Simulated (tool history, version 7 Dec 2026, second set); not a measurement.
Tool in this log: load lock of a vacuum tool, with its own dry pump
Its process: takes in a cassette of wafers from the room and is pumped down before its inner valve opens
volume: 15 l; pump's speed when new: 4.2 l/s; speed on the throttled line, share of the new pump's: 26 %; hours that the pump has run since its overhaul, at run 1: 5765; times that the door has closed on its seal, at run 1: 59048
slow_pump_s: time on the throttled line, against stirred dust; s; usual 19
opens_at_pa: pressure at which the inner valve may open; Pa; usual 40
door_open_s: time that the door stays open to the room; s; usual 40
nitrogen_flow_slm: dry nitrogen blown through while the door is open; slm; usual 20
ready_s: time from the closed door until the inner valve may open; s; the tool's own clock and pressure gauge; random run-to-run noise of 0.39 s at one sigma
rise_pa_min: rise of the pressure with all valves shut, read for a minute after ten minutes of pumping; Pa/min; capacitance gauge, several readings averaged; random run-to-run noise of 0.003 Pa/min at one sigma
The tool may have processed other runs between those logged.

| run | hour | slow_pump_s | opens_at_pa | door_open_s | nitrogen_flow_slm | hours that the pump has run since its overhaul | times that the door has closed on its seal | incoming humidity of the room's air, % | ready_s | rise_pa_min |
|---|---|---|---|---|---|---|---|---|---|---|
| 1 | 0 | 19 | 40 | 40 | 20 | 5765 | 59048 | 45.8 | 43.8 | 0.646 |
|  | 528.7 | door's seal changed, seat wiped |
| 2 | 529 | 19 | 40 | 40 | 20 | 6292 | 1 | 43.4 | 43.7 | 0.06 |
| 3 | 835.2 | 19 | 40 | 40 | 13 | 6599 | 1255 | 46.9 | 43.8 | 0.071 |
| 4 | 1137 | 27 | 40 | 40 | 20 | 6900 | 2491 | 45.1 | 50.6 | 0.068 |
| 5 | 1745.2 | 18 | 40 | 40 | 20 | 7509 | 4982 | 44.8 | 43.5 | 0.078 |
| 6 | 2247.9 | 19 | 40 | 40 | 20 | 8011 | 7041 | 42.7 | 44 | 0.085 |
| 7 | 2695 | 19 | 40 | 40 | 20 | 8458 | 8872 | 47.5 | 43.9 | 0.108 |
| 8 | 3181.3 | 19 | 40 | 40 | 20 | 8945 | 10863 | 46.4 | 44.7 | 0.119 |
| 9 | 3856.9 | 37 | 40 | 40 | 20 | 9620 | 13630 | 46.5 | 57.1 | 0.136 |

Run 10 has not been measured yet. What should we expect?
| 10 | 4460.3 | 37 | 40 | 40 | 20 | 10224 | 16101 | 45.7 | ? | ? |

{"run 10": {"ready_s": 58.1, "rise_pa_min": 0.152}}
Take away the tool's hidden state, keep the run-to-run variation as it was, and the same run would have given ready_s 55.9 s, rise_pa_min 0.057 Pa/min.
